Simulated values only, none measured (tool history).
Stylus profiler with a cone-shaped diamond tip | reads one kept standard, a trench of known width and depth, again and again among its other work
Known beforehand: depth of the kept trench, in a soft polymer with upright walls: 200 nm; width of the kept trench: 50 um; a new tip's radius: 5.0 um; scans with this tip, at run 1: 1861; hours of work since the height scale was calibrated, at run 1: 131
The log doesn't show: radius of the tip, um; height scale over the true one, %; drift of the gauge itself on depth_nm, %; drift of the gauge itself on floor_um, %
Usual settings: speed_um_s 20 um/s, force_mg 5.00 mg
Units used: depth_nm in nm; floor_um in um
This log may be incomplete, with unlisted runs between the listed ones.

run,hour,speed_um_s,force_mg,scans with this tip,hours of work since the height scale was calibrated,depth_nm,floor_um
1,0.0,20,5.00,1861,131,201.90,47.06
2,32.0,20,5.00,2148,151,201.90,47.06
3,82.0,66,5.00,2595,183,201.92,46.87
4,128.3,41,5.00,3009,212,201.79,46.93
5,150.3,41,5.00,3205,226,201.82,46.92
6,182.8,20,5.00,3496,246,201.77,47.00
7,225.3,20,5.00,3877,273,201.69,47.01
8,274.2,20,2.73,4315,304,201.06,46.96
9,324.7,20,9.46,4766,336,202.89,46.94
10,367.7,20,1.92,5151,363,200.77,46.91
11,417.1,20,1.92,5593,394,200.80,46.83
12,452.5,20,5.00,5910,416,201.69,46.86
13,483.1,20,5.00,6184,435,201.68,46.92
# hour 487.1: height scale calibrated on a step standard
14,527.6,15,5.00,6576,25,201.61,46.92
15,559.5,15,5.00,6862,46,201.52,46.91
16,585.4,15,5.00,7094,62,201.53,46.88
17,607.2,15,5.00,7289,76,201.54,46.90
18,639.3,7,5.00,7577,96,201.44,46.92
19,672.5,5,1.67,7873,117,200.51,46.88
# hour 699.6: height scale calibrated on a step standard, once more
20,717.7,45,3.65,8273,11,201.69,46.68
21,746.3,35,3.65,8529,29,201.68,46.72

What does the tool deliver on the next run?
22,770.5,12,3.65,8745,45,?,?

{"run 22": {"depth_nm": 201.68, "floor_um": 46.77}}
Were there no unlogged condition in the tool, this run, its random variation unchanged, would have produced depth_nm 201.70 nm, floor_um 47.10 um.
